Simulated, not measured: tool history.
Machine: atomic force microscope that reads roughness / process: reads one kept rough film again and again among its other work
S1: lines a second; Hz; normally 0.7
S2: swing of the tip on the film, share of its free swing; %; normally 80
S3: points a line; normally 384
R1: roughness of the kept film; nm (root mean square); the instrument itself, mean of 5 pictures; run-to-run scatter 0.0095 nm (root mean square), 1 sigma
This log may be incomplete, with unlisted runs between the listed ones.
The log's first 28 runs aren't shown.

| run | hour | S1 | S2 | S3 | R1 |
|---|---|---|---|---|---|
| 29 | 367.2 | 0.828 | 63 | 514 | 2.203 |
| 30 | 375.2 | 0.557 | 63 | 514 | 2.189 |
| 31 | 387.5 | 0.804 | 67 | 1022 | 2.21 |
| 32 | 400.1 | 0.582 | 71 | 384 | 2.189 |
| 33 | 413.7 | 0.7 | 70 | 929 | 2.196 |
| 34 | 428.2 | 0.7 | 70 | 929 | 2.198 |
| 35 | 442.5 | 1.189 | 70 | 960 | 2.156 |
|  | 444.5 | new tip fitted |
| 36 | 456.3 | 1.189 | 85 | 960 | 2.091 |
| 37 | 470.1 | 0.7 | 59 | 952 | 2.208 |
| 38 | 483.3 | 1.873 | 74 | 347 | 2.115 |
| 39 | 492.4 | 2.148 | 68 | 1015 | 2.129 |
| 40 | 499.7 | 2.148 | 68 | 786 | 2.129 |
| 41 | 511.3 | 2.569 | 69 | 501 | 2.107 |
| 42 | 524.4 | 2.569 | 62 | 566 | 2.157 |
| 43 | 541.3 | 2.569 | 62 | 566 | 2.129 |
| 44 | 549.5 | 2.438 | 78 | 905 | 2.049 |
| 45 | 565.6 | 0.945 | 66 | 340 | 2.169 |
|  | 582.3 | new tip fitted |
| 46 | 583.9 | 2.725 | 80 | 288 | 1.995 |
| 47 | 593.3 | 2.725 | 80 | 288 | 2.015 |
| 48 | 603.6 | 2.725 | 80 | 288 | 2.007 |
| 49 | 612.3 | 2.698 | 72 | 384 | 2.083 |
| 50 | 625.5 | 2.698 | 72 | 384 | 2.082 |
| 51 | 640.6 | 1.392 | 72 | 411 | 2.152 |
| 52 | 648.5 | 1.392 | 72 | 411 | 2.139 |

Predict each of these 4 candidate next runs independently; none follows another, all start after run 52:
| A | 663.2 | 1.254 | 72 | 411 | ? |
| B | 663.2 | 1.392 | 72 | 917 | ? |
| C | 663.2 | 0.7 | 77 | 768 | ? |
| D | 663.2 | 0.682 | 65 | 382 | ? |

| run | R1 |
|---|---|
| A | 2.17 |
| B | 2.149 |
| C | 2.17 |
| D | 2.187 |
The same runs, with their run-to-run variation unchanged, on a tool lacking any hidden condition would have given:
| run | R1 |
|---|---|
| A | 2.177 |
| B | 2.155 |
| C | 2.176 |
| D | 2.193 |

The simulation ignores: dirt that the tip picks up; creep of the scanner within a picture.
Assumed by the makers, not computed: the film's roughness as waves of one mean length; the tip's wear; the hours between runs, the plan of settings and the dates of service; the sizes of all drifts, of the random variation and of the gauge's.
